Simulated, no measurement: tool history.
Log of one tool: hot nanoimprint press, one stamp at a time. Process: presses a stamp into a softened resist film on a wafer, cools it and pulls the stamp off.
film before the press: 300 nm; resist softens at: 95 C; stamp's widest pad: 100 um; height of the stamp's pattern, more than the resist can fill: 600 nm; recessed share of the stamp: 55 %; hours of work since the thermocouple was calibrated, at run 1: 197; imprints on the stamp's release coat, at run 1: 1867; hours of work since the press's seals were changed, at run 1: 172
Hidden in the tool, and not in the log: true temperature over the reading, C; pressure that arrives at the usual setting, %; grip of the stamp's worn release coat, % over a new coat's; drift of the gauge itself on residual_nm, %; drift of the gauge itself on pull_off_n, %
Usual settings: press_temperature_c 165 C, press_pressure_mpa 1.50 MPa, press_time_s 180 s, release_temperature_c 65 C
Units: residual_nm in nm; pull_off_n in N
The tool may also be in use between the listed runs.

run     day  press_temperature_c  press_pressure_mpa  press_time_s  release_temperature_c  hours of work since the thermocouple was calibrated  imprints on the stamp's release coat  hours of work since the press's seals were changed  residual_nm  pull_off_n
  1   0.000                  165                1.50           180                     65                                                  197                                  1867                                                 172        118.2         143
  2   1.412                  165                1.50           180                     65                                                  215                                  1980                                                 190        120.1         144
  3   2.888                  154                1.50           180                     65                                                  234                                  2097                                                 209        197.4         144
      3.767  -- stamp cleaned and given a new release coat
  4   4.075                  165                1.50           180                     65                                                  246                                    24                                                 221        119.2         145
  5   4.892                  165                1.50           180                     65                                                  256                                    89                                                 231        119.1         143
  6   6.071                  165                1.50           180                     65                                                  271                                   183                                                 246        118.1         147
  7   7.512                  165                1.50           180                     65                                                  290                                   297                                                 264        119.0         146
  8   8.492                  165                1.50           304                     65                                                  302                                   375                                                 277         98.1         142
  9   9.571                  165                1.50           304                     65                                                  316                                   461                                                 290         98.9         147
 10  10.879                  162                1.50           180                     65                                                  332                                   565                                                 307        137.3         146
 11  11.758                  162                1.50           180                     67                                                  344                                   635                                                 318        137.9         136
 12  12.546                  162                1.50           165                     67                                                  354                                   697                                                 328        140.3         133
 13  13.183                  158                1.50           180                     50                                                  362                                   748                                                 336        164.4         199
 14  14.488                  169                1.50            90                     65                                                  378                                   852                                                 353        123.7         141
 15  15.342                  157                1.50            90                     65                                                  389                                   920                                                 364        206.5         143
 16  16.612                  169                1.23            95                     61                                                  405                                  1021                                                 380        135.8         161
 17  17.392                  165                2.16           180                     52                                                  415                                  1083                                                 390         95.2         191
 18  18.621                  165                2.31           359                     52                                                  431                                  1180                                                 405         71.4         191
 19  19.900                  165                2.31           151                     56                                                  447                                  1282                                                 422         96.8         179
 20  20.867                  164                2.20           241                     55                                                  459                                  1359                                                 434         89.5         180
 21  21.754                  164                2.20           241                     55                                                  471                                  1429                                                 445         89.8         177

4 ways to go on from here, each from the tool as it stands after run 21. What would each give?
  A  23.204                  164                2.20           159                     70                                                  489                                  1545                                                 464            ?           ?
  B  23.204                  165                2.05           137                     72                                                  489                                  1545                                                 464            ?           ?
  C  23.204                  175                1.50           325                     62                                                  489                                  1545                                                 464            ?           ?
  D  23.204                  168                2.20           180                     55                                                  489                                  1545                                                 464            ?           ?

run  residual_nm  pull_off_n
  A        103.8         127
  B        107.8         121
  C         60.1         157
  D         80.9         182
Without the tool's hidden state the same runs would have given:
run  residual_nm  pull_off_n
  A        103.7         126
  B        107.7         120
  C         60.0         155
  D         80.8         180
